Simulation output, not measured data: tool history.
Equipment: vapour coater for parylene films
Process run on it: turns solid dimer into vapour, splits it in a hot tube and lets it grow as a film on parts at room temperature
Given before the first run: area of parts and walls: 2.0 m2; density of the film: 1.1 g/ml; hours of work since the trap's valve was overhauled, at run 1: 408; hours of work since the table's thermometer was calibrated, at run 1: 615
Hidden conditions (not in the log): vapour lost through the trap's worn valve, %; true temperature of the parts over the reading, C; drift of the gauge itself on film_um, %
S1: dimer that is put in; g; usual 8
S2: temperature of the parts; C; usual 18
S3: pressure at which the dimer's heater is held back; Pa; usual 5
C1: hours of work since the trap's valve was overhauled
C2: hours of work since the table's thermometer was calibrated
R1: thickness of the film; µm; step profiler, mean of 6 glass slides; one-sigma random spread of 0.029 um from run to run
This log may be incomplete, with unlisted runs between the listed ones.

run   hour  S1  S2     S3   C1   C2    R1
  1      0   8  18      5  408  615  2.38
  2   17.5   8  18      5  416  624  2.43
      35.9  -- trap's valve overhauled
  3   38.9   8  18      5    1  632  2.16
  4   61.5   8  18      5   12  642  2.16
  5   82.7   8  18      5   22  652  2.16
  6  105.1   8  18      5   33  663  2.19
  7  124.6   8  18      5   42  672  2.18
  8  138.7   8  18      5   48  679  2.18
  9  160.4   8  18      5   59  689  2.13
     191.9  -- trap's valve overhauled, once more
 10  195.1   8  25      5    1  703  2.23
 11  222.9   4  25      5   15  716  1.12
 12    237   4  25      5   21  723  1.12
 13    265   4  25      5   34  736  1.16
 14  285.1   4  25      5   44  746  1.12
 15  313.7   8  18      5   57  759  2.66
 16  343.9   8  13      5   72  773  3.14
 17  372.1   5  18      5   85  787  1.68
 18  401.6   5  19   2.61   99  801  1.77
 19  425.8   7  17  11.35  110  812  2.21
 20  450.3   4  13   6.05  122  823  1.54
 21    475  10  18   6.71  133  835  3.12
 22  495.3  13  18   3.12  143  845  4.54
 23  525.5   9  11  11.77  157  859  3.37
 24    554   4  18   5.38  170  872  1.32
 25  585.8   4  13      5  185  887  1.54
 26  607.8   8  11   4.56  196  898  3.27
 27  623.4   8  11   4.56  203  905   3.3
 28  646.8   8  18   6.92  214  916  2.51
 29  660.2   6  18   9.43  220  922  1.79
 30  684.7   7  25   9.14  232  934   1.7
 31    701   7  25   6.67  240  941  1.77
 32  718.5   7  25   6.67  248  950  1.76
 33  742.6   8  19   5.39  259  961  2.46
 34  761.2   8  19   5.39  268  970  2.44

Each row is a separate what-if for the run after 34, all from the same tool condition, not one after another. Results?
  A  790.9   8  20  4.11  282  984   ?
  B  790.9   7  22  2.36  282  984   ?
  C  790.9   4  28  3.25  282  984   ?
  D  790.9   9  14     5  282  984   ?

run    R1
  A  2.46
  B  2.16
  C  0.99
  D  3.28
Stripped of hidden state, with their random variation kept, the same runs would have yielded:
run    R1
  A  2.61
  B   2.3
  C  1.05
  D  3.49
